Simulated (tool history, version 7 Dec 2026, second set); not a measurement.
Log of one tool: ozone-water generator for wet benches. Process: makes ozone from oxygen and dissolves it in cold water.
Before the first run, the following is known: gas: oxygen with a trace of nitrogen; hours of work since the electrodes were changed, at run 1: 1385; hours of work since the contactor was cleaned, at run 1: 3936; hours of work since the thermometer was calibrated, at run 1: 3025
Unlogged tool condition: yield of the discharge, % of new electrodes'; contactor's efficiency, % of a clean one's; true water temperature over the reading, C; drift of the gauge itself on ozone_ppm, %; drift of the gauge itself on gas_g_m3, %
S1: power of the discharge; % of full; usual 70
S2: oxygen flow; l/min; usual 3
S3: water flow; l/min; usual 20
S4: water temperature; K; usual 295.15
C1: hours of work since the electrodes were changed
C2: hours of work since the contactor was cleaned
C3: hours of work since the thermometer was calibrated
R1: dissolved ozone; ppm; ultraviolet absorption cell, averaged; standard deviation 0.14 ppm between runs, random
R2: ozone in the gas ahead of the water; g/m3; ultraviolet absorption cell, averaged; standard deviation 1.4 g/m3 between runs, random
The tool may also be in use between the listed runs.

run 1 hour=0 | S1=70 S2=3 S3=20 S4=295.15 | C1=1385 C2=3936 C3=3025 | R1=15.1 R2=258.9
run 2 hour=95.6 | S1=92 S2=3 S3=20 S4=295.15 | C1=1466 C2=4017 C3=3106 | R1=19.1 R2=329
run 3 hour=211.8 | S1=70 S2=3 S3=21 S4=295.15 | C1=1564 C2=4115 C3=3204 | R1=14.6 R2=262.1
run 4 hour=372.5 | S1=70 S2=3 S3=20 S4=295.15 | C1=1700 C2=4251 C3=3340 | R1=15 R2=260.6
run 5 hour=492.4 | S1=70 S2=3 S3=20 S4=295.15 | C1=1802 C2=4352 C3=3441 | R1=14.9 R2=256.2
run 6 hour=571.1 | S1=70 S2=3 S3=20 S4=295.15 | C1=1868 C2=4418 C3=3508 | R1=14.8 R2=256.5
run 7 hour=697 | S1=70 S2=3 S3=20 S4=295.15 | C1=1974 C2=4525 C3=3614 | R1=14.9 R2=255.6
run 8 hour=790.1 | S1=70 S2=2.35 S3=20 S4=295.15 | C1=2053 C2=4603 C3=3693 | R1=13.9 R2=279.5
run 9 hour=879.1 | S1=70 S2=2.35 S3=20 S4=295.15 | C1=2128 C2=4679 C3=3768 | R1=13.6 R2=276.5
run 10 hour=971.2 | S1=70 S2=2.35 S3=20 S4=295.15 | C1=2206 C2=4756 C3=3846 | R1=13.8 R2=279.2
run 11 hour=1129.7 | S1=70 S2=4.86 S3=20 S4=295.15 | C1=2340 C2=4890 C3=3980 | R1=16.6 R2=213
run 12 hour=1237 | S1=84 S2=3 S3=20 S4=295.15 | C1=2431 C2=4981 C3=4070 | R1=17.3 R2=296.4
run 13 hour=1397.5 | S1=84 S2=3 S3=20 S4=295.15 | C1=2566 C2=5117 C3=4206 | R1=17.4 R2=298.6
run 14 hour=1472.9 | S1=84 S2=3 S3=20 S4=295.15 | C1=2630 C2=5180 C3=4269 | R1=17.2 R2=297.7
run 15 hour=1593 | S1=70 S2=3 S3=20 S4=295.15 | C1=2731 C2=5282 C3=4371 | R1=14.6 R2=252.3
run 16 hour=1735.7 | S1=70 S2=3 S3=20 S4=295.15 | C1=2852 C2=5402 C3=4492 | R1=14.3 R2=253.7

Forecast run 17:
run 17 hour=1877.2 | S1=70 S2=3 S3=20 S4=295.15 | C1=2971 C2=5522 C3=4611 | R1=? R2=?

Run 17 produced R1 14.6 ppm, R2 252.6 g/m3.
Without the tool's hidden state the same run would have given R1 16.4 ppm, R2 270.7 g/m3.
